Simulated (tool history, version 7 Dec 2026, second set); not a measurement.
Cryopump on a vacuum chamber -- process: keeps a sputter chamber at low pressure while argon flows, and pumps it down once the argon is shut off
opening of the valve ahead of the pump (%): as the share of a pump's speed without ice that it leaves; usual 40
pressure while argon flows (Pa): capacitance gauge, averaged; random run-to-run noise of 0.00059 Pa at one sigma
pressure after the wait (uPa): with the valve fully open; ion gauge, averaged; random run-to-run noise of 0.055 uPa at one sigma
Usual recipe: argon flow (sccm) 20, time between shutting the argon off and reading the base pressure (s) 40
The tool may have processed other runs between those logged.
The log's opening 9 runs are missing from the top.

| run | hour | argon flow (sccm) | time between shutting the argon off and reading the base pressure (s) | opening of the valve ahead of the pump (%) | hours of work since the pump was warmed up and emptied | hours of work since the cold head was overhauled | hours of work since the chamber's fittings were tightened | pressure while argon flows (Pa) | pressure after the wait (uPa) |
|---|---|---|---|---|---|---|---|---|---|
| 10 | 380.8 | 20 | 31 | 40 | 280 | 1100 | 744 | 0.0835 | 5.96 |
| 11 | 424.4 | 20 | 34 | 40 | 318 | 1139 | 782 | 0.0852 | 5.66 |
| 12 | 475.7 | 20 | 40 | 40 | 363 | 1183 | 827 | 0.0856 | 5.15 |
|  | 488.5 | pump warmed up, emptied and cooled again |
| 13 | 520.7 | 20 | 40 | 40 | 28 | 1219 | 862 | 0.0771 | 4.91 |
| 14 | 578.6 | 20 | 40 | 53 | 79 | 1269 | 913 | 0.0611 | 5.01 |
| 15 | 620.1 | 20 | 40 | 36 | 115 | 1306 | 949 | 0.0888 | 5.10 |
| 16 | 670.6 | 20 | 177 | 36 | 159 | 1350 | 994 | 0.0872 | 2.70 |
| 17 | 705.7 | 20 | 40 | 58 | 190 | 1380 | 1024 | 0.0572 | 5.29 |
| 18 | 745.2 | 13 | 147 | 16 | 225 | 1415 | 1059 | 0.1281 | 3.03 |
| 19 | 781.8 | 22 | 107 | 31 | 257 | 1447 | 1091 | 0.1152 | 3.52 |
| 20 | 839.1 | 18 | 268 | 44 | 307 | 1497 | 1141 | 0.0684 | 2.99 |
| 21 | 888.1 | 18 | 69 | 44 | 350 | 1540 | 1184 | 0.0701 | 4.34 |
|  | 916.6 | pump warmed up, emptied and cooled again |
| 22 | 916.6 | 18 | 69 | 44 | 0 | 1561 | 1204 | 0.0634 | 4.03 |
| 23 | 958.8 | 18 | 69 | 44 | 37 | 1598 | 1241 | 0.0634 | 4.07 |
| 24 | 991.1 | 11 | 28 | 44 | 65 | 1626 | 1270 | 0.0393 | 6.89 |
| 25 | 1021.6 | 8 | 27 | 40 | 92 | 1653 | 1296 | 0.0317 | 7.38 |
| 26 | 1055.3 | 8 | 27 | 40 | 121 | 1682 | 1326 | 0.0314 | 7.34 |
| 27 | 1097.1 | 17 | 144 | 24 | 158 | 1719 | 1362 | 0.1119 | 3.59 |
| 28 | 1125.1 | 28 | 47 | 40 | 182 | 1743 | 1387 | 0.1138 | 5.35 |
| 29 | 1169.0 | 20 | 207 | 52 | 221 | 1782 | 1425 | 0.0640 | 3.41 |
| 30 | 1222.2 | 20 | 194 | 52 | 267 | 1828 | 1472 | 0.0645 | 3.63 |
| 31 | 1275.0 | 39 | 28 | 60 | 314 | 1874 | 1518 | 0.1159 | 7.71 |
| 32 | 1325.5 | 20 | 56 | 21 | 358 | 1918 | 1562 | 0.1524 | 5.76 |
|  | 1345.9 | pump warmed up, emptied and cooled again |
| 33 | 1388.9 | 20 | 56 | 21 | 38 | 1970 | 1613 | 0.1487 | 5.06 |
| 34 | 1433.6 | 26 | 28 | 40 | 77 | 2009 | 1653 | 0.1040 | 7.70 |

Consider 4 possible next runs. They are alternatives, not a sequence: every one starts from the tool as it was left by run 34. What does each give?
| A | 1474.7 | 16 | 54 | 34 | 113 | 2045 | 1688 | ? | ? |
| B | 1474.7 | 24 | 28 | 17 | 113 | 2045 | 1688 | ? | ? |
| C | 1474.7 | 20 | 28 | 26 | 113 | 2045 | 1688 | ? | ? |
| D | 1474.7 | 26 | 83 | 40 | 113 | 2045 | 1688 | ? | ? |

| run | pressure while argon flows (Pa) | pressure after the wait (uPa) |
|---|---|---|
| A | 0.0745 | 5.54 |
| B | 0.2200 | 7.65 |
| C | 0.1221 | 7.57 |
| D | 0.1042 | 4.70 |
What these runs would have given with no unlogged condition in the tool:
| run | pressure while argon flows (Pa) | pressure after the wait (uPa) |
|---|---|---|
| A | 0.0715 | 2.63 |
| B | 0.2155 | 4.77 |
| C | 0.1183 | 4.72 |
| D | 0.0992 | 1.79 |
